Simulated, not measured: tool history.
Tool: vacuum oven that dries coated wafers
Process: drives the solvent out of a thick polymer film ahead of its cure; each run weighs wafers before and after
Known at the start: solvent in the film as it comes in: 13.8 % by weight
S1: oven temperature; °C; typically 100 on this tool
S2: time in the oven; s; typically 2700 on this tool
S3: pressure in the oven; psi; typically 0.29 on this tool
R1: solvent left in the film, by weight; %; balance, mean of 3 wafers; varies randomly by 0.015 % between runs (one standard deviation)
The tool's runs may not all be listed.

run   hour   S1    S2     S3    R1
  1      0  100  2700   0.29   3.1
  2     13  100  2700   0.29  3.12
  3   22.8  100  2700   0.29  3.12
  4   34.2  100  2700   0.29  3.11
  5   48.3  100  2700   0.29  3.14
  6   60.1  100  2700   0.29  3.14
  7   68.5  100  2700   0.29  3.12
  8   78.4  100  2700   0.29  3.12
  9     86  100  2700  0.186  2.88
 10  100.3  100  2700   0.29  3.13
 11  114.1  100  2700   0.29  3.12
 12  122.7  100  2700   0.29  3.13
     128.1  -- oven's thermocouples calibrated
 13  133.5  100  2700   0.29  3.52
 14  141.5  100  2700   0.29  3.53
 15  156.4  100  2700   0.29  3.52
 16  171.1  100  2700   0.29  3.51
 17  179.4   86  2700   0.29  6.98
 18  188.3   86  2700   0.29  6.99
 19    200   86  2700   0.29  6.92
 20  207.3  100  2700   0.29  3.53
 21  216.3  100  2700   0.29  3.53
 22  223.4  100  3120   0.29  3.04
 23  230.2  100  3120   0.29  3.02
 24  239.3   99  2700   0.29  3.73
 25  248.3  109  2700  0.235  1.65

Estimate the outcome of run 26 from the log above:
 26  259.6  109  2700  0.235   ?

Run 26 came out at R1 1.66 %.
Had the tool carried no hidden state, the very same run would have given R1 1.62 %.
